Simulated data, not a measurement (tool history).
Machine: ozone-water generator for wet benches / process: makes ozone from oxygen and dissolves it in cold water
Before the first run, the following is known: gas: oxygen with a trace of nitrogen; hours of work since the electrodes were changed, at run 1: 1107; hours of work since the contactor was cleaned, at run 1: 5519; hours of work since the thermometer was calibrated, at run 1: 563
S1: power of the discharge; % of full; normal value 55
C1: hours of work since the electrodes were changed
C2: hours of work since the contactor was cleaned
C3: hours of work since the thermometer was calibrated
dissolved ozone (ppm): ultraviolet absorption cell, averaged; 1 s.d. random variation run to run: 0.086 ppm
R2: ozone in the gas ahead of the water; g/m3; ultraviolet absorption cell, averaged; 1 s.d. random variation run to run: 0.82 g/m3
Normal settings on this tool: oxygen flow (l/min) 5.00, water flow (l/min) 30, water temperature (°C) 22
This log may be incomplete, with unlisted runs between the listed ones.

{"run": 1, "hour": 0.0, "S1": 55, "oxygen flow (l/min)": 5.0, "water flow (l/min)": 30, "water temperature (°C)": 22, "C1": 1107, "C2": 5519, "C3": 563, "dissolved ozone (ppm)": 13.74, "R2": 164.9}
{"run": 2, "hour": 39.8, "S1": 55, "oxygen flow (l/min)": 5.0, "water flow (l/min)": 30, "water temperature (°C)": 22, "C1": 1137, "C2": 5549, "C3": 593, "dissolved ozone (ppm)": 13.82, "R2": 167.1}
{"run": 3, "hour": 77.3, "S1": 55, "oxygen flow (l/min)": 5.0, "water flow (l/min)": 30, "water temperature (°C)": 22, "C1": 1165, "C2": 5577, "C3": 621, "dissolved ozone (ppm)": 13.84, "R2": 166.2}
{"run": 4, "hour": 103.6, "S1": 55, "oxygen flow (l/min)": 5.0, "water flow (l/min)": 30, "water temperature (°C)": 22, "C1": 1184, "C2": 5596, "C3": 641, "dissolved ozone (ppm)": 13.82, "R2": 164.7}
{"run": 5, "hour": 134.1, "S1": 55, "oxygen flow (l/min)": 5.0, "water flow (l/min)": 30, "water temperature (°C)": 22, "C1": 1207, "C2": 5619, "C3": 663, "dissolved ozone (ppm)": 13.78, "R2": 166.3}
{"run": 6, "hour": 191.1, "S1": 55, "oxygen flow (l/min)": 5.0, "water flow (l/min)": 30, "water temperature (°C)": 22, "C1": 1250, "C2": 5662, "C3": 706, "dissolved ozone (ppm)": 13.7, "R2": 166.4}
{"hour": 197.9, "done": "contactor cleaned"}
{"run": 7, "hour": 235.9, "S1": 66, "oxygen flow (l/min)": 5.0, "water flow (l/min)": 30, "water temperature (°C)": 22, "C1": 1280, "C2": 28, "C3": 736, "dissolved ozone (ppm)": 15.8, "R2": 192.0}
{"run": 8, "hour": 261.5, "S1": 44, "oxygen flow (l/min)": 3.73, "water flow (l/min)": 29, "water temperature (°C)": 22, "C1": 1299, "C2": 47, "C3": 755, "dissolved ozone (ppm)": 11.12, "R2": 158.5}
{"run": 9, "hour": 320.3, "S1": 96, "oxygen flow (l/min)": 3.73, "water flow (l/min)": 47, "water temperature (°C)": 19, "C1": 1343, "C2": 91, "C3": 799, "dissolved ozone (ppm)": 13.16, "R2": 295.2}
{"hour": 330.1, "done": "contactor cleaned, once more"}
{"run": 10, "hour": 385.3, "S1": 96, "oxygen flow (l/min)": 3.73, "water flow (l/min)": 47, "water temperature (°C)": 22, "C1": 1389, "C2": 41, "C3": 845, "dissolved ozone (ppm)": 13.61, "R2": 294.9}
{"run": 11, "hour": 448.1, "S1": 96, "oxygen flow (l/min)": 3.73, "water flow (l/min)": 47, "water temperature (°C)": 22, "C1": 1436, "C2": 88, "C3": 892, "dissolved ozone (ppm)": 13.77, "R2": 294.7}
{"run": 12, "hour": 506.0, "S1": 96, "oxygen flow (l/min)": 3.73, "water flow (l/min)": 47, "water temperature (°C)": 22, "C1": 1479, "C2": 131, "C3": 935, "dissolved ozone (ppm)": 13.61, "R2": 295.1}
{"run": 13, "hour": 569.0, "S1": 96, "oxygen flow (l/min)": 3.73, "water flow (l/min)": 47, "water temperature (°C)": 22, "C1": 1526, "C2": 178, "C3": 982, "dissolved ozone (ppm)": 13.57, "R2": 296.6}
{"run": 14, "hour": 618.3, "S1": 57, "oxygen flow (l/min)": 2.51, "water flow (l/min)": 45, "water temperature (°C)": 28, "C1": 1563, "C2": 215, "C3": 1019, "dissolved ozone (ppm)": 7.88, "R2": 236.0}

Each run again, without the hidden state but with its own random variation kept:
What the log doesn't record here: yield of the discharge, % of new electrodes'; contactor's efficiency, % of a clean one's; true water temperature over the reading, C; drift of the gauge itself on ozone_ppm, %; drift of the gauge itself on gas_g_m3, %.
run=1 dissolved_ozone_(ppm)=14.26 R2=165.2
run=2 dissolved_ozone_(ppm)=14.34 R2=167.4
run=3 dissolved_ozone_(ppm)=14.36 R2=166.6
run=4 dissolved_ozone_(ppm)=14.35 R2=165.1
run=5 dissolved_ozone_(ppm)=14.31 R2=166.8
run=6 dissolved_ozone_(ppm)=14.24 R2=166.9
run=7 dissolved_ozone_(ppm)=16.67 R2=192.7
run=8 dissolved_ozone_(ppm)=11.71 R2=159.0
run=9 dissolved_ozone_(ppm)=14.07 R2=296.9
run=10 dissolved_ozone_(ppm)=13.75 R2=296.8
run=11 dissolved_ozone_(ppm)=13.92 R2=296.8
run=12 dissolved_ozone_(ppm)=13.77 R2=297.3
run=13 dissolved_ozone_(ppm)=13.74 R2=299.0
run=14 dissolved_ozone_(ppm)=7.96 R2=237.4
